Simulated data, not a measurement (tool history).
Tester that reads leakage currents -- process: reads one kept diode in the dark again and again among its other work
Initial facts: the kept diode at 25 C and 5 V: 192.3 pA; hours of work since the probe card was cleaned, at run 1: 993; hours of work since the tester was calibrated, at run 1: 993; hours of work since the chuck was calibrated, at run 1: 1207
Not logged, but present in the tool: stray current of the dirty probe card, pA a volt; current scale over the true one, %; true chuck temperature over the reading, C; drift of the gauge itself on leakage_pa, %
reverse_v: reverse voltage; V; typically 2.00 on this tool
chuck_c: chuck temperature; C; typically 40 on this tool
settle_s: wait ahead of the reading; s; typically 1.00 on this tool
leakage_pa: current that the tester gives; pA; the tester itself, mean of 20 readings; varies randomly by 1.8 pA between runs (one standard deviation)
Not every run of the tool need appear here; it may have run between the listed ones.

run,hour,reverse_v,chuck_c,settle_s,hours of work since the probe card was cleaned,hours of work since the tester was calibrated,hours of work since the chuck was calibrated,leakage_pa
1,0.0,2.00,40,1.00,993,993,1207,612.87
2,30.6,11.14,40,1.00,1014,1014,1228,1055.70
# hour 41.2: probe card cleaned and baked
3,68.4,11.14,40,1.00,19,1038,1251,1047.48
4,113.5,2.00,40,1.00,50,1068,1282,614.16
5,139.6,2.00,40,1.00,68,1086,1300,615.93
6,179.3,2.00,40,1.00,95,1114,1327,616.78
7,211.2,2.00,52,1.00,117,1135,1349,1710.30
8,246.2,2.00,40,1.00,141,1159,1373,617.90
9,276.4,3.68,49,2.97,161,1180,1394,1611.78
10,305.2,3.68,32,0.61,181,1200,1414,365.28
11,325.8,2.00,26,0.52,195,1214,1428,171.24
12,372.1,2.00,26,0.52,227,1246,1460,171.73
13,402.3,17.68,40,8.72,248,1266,1480,1226.70
14,450.2,1.71,27,8.72,280,1299,1513,179.61
15,498.4,1.71,27,8.72,314,1332,1546,180.11
16,521.5,1.71,27,8.72,329,1348,1562,181.04

For some of the steps in leakage_pa from one run to the next: how much would appear even if the tool had no hidden state, given the settings, what came in and random variation, and how much remains for the hidden state plus any gauge scatter that the measured result and the result without hidden state don't share?
Run 9 -> 10: chuck_c 49 -> 32, settle_s 2.97 -> 0.61. leakage_pa -1246.50 pA: hidden state -63.39, all else -1183.11.

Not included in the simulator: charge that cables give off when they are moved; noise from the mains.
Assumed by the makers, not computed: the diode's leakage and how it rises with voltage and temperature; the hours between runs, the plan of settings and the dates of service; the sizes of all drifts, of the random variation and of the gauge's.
